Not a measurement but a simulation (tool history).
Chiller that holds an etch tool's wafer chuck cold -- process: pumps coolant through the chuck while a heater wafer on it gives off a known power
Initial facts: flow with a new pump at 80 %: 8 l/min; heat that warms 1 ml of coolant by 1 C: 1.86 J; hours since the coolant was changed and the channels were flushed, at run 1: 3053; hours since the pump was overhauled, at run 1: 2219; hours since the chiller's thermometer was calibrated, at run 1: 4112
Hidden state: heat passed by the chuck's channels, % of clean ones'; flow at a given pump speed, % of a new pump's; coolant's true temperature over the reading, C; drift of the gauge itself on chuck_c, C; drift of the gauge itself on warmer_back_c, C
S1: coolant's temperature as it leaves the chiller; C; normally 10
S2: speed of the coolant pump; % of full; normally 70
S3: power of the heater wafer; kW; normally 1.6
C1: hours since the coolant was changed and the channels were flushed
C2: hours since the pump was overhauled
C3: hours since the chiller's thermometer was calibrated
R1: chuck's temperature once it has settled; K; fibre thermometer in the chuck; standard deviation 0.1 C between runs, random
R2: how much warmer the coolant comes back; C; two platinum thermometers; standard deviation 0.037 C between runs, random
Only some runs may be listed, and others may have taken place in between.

Run 1, hour 0: usual settings; C1 3053; C2 2219; C3 4112. Result: R1 301.95 K, R2 7.47 C.
Run 2, hour 38.9: usual settings; C1 3092; C2 2258; C3 4150. Result: R1 301.85 K, R2 7.5 C.
Run 3, hour 73.1: usual settings but S2 92 % of full; C1 3126; C2 2292; C3 4185. Result: R1 297.85 K, R2 5.58 C.
Run 4, hour 120.9: usual settings; C1 3174; C2 2340; C3 4232. Result: R1 301.95 K, R2 7.45 C.
Run 5, hour 189.3: usual settings; C1 3243; C2 2408; C3 4301. Result: R1 301.75 K, R2 7.42 C.
Run 6, hour 245.2: usual settings; C1 3299; C2 2464; C3 4357. Result: R1 301.75 K, R2 7.39 C.
Run 7, hour 277.6: usual settings but S3 1.305 kW; C1 3331; C2 2497; C3 4389. Result: R1 298.45 K, R2 6.08 C.
Run 8, hour 336.3: usual settings but S3 1.305 kW; C1 3390; C2 2555; C3 4448. Result: R1 298.65 K, R2 6.08 C.
Run 9, hour 390.7: usual settings but S3 1.305 kW; C1 3444; C2 2610; C3 4502. Result: R1 298.45 K, R2 6.05 C.
Run 10, hour 461.8: usual settings but S3 1.305 kW; C1 3515; C2 2681; C3 4573. Result: R1 298.55 K, R2 6.1 C.
Run 11, hour 519.4: usual settings but S3 1.305 kW; C1 3573; C2 2738; C3 4631. Result: R1 298.65 K, R2 6.08 C.
Run 12, hour 561.5: usual settings but S3 1.305 kW; C1 3615; C2 2780; C3 4673. Result: R1 298.35 K, R2 6.04 C.
Run 13, hour 638.8: usual settings but S3 1.305 kW; C1 3692; C2 2858; C3 4750. Result: R1 298.45 K, R2 6.06 C.
Run 14, hour 699.5: usual settings but S2 88 % of full; C1 3753; C2 2918; C3 4811. Result: R1 298.35 K, R2 5.9 C.
Run 15, hour 750.6: usual settings but S2 88 % of full; C1 3804; C2 2970; C3 4862. Result: R1 298.55 K, R2 5.77 C.
Run 16, hour 813.7: usual settings but S3 1.417 kW; C1 3867; C2 3033; C3 4925. Result: R1 299.75 K, R2 6.58 C.
Run 17, hour 860.1: usual settings but S2 98 % of full, S3 0.883 kW; C1 3913; C2 3079; C3 4972. Result: R1 290.85 K, R2 2.81 C.
Run 18, hour 912.5: usual settings but S2 98 % of full, S3 0.883 kW; C1 3966; C2 3131; C3 5024. Result: R1 290.95 K, R2 2.84 C.
At hour 930.3: chiller's thermometer calibrated.
Run 19, hour 988.8: usual settings but S2 98 % of full, S3 0.883 kW; C1 4041; C2 3207; C3 58. Result: R1 290.85 K, R2 2.83 C.
Run 20, hour 1064.4: usual settings but S2 93 % of full; C1 4117; C2 3282; C3 134. Result: R1 297.65 K, R2 5.54 C.
Run 21, hour 1114.8: usual settings but S2 93 % of full; C1 4167; C2 3333; C3 184. Result: R1 297.75 K, R2 5.47 C.
Run 22, hour 1157.6: usual settings but S1 9 C, S2 86 % of full, S3 1.105 kW; C1 4210; C2 3376; C3 227. Result: R1 292.75 K, R2 4.13 C.
Run 23, hour 1205.1: usual settings but S2 99 % of full, S3 1.747 kW; C1 4257; C2 3423; C3 275. Result: R1 298.15 K, R2 5.66 C.
Run 24, hour 1238.6: usual settings but S1 19 C, S2 60 % of full, S3 0.955 kW; C1 4291; C2 3457; C3 308. Result: R1 304.95 K, R2 5.22 C.
Run 25, hour 1300: usual settings but S1 1 C, S3 1.763 kW; C1 4352; C2 3518; C3 370. Result: R1 294.65 K, R2 8.23 C.
Run 26, hour 1348.9: usual settings but S3 1.129 kW; C1 4401; C2 3567; C3 419. Result: R1 296.15 K, R2 5.22 C.
Run 27, hour 1384.2: usual settings but S3 1.129 kW; C1 4437; C2 3602; C3 454. Result: R1 296.45 K, R2 5.27 C.
Run 28, hour 1432.2: usual settings but S3 1.129 kW; C1 4485; C2 3650; C3 502. Result: R1 296.35 K, R2 5.2 C.
Run 29, hour 1467: usual settings but S1 7 C, S2 71 % of full, S3 0.975 kW; C1 4519; C2 3685; C3 537. Result: R1 291.35 K, R2 4.46 C.
Run 30, hour 1532.1: usual settings but S2 60 % of full, S3 1.41 kW; C1 4584; C2 3750; C3 602. Result: R1 301.85 K, R2 7.73 C.
Run 31, hour 1599.8: usual settings but S1 14 C, S2 66 % of full, S3 1.41 kW; C1 4652; C2 3818; C3 669. Result: R1 304.75 K, R2 6.99 C.
Run 32, hour 1660.1: usual settings but S1 14 C, S2 66 % of full, S3 1.41 kW; C1 4712; C2 3878; C3 730. Result: R1 304.55 K, R2 7.02 C.

Hidden condition of the tool, last listed run before each entry between runs versus first listed run after:
Run 18 -> run 19: chiller's thermometer calibrated (hour 930.3)
  no difference in the tool's unlogged condition between these two runs
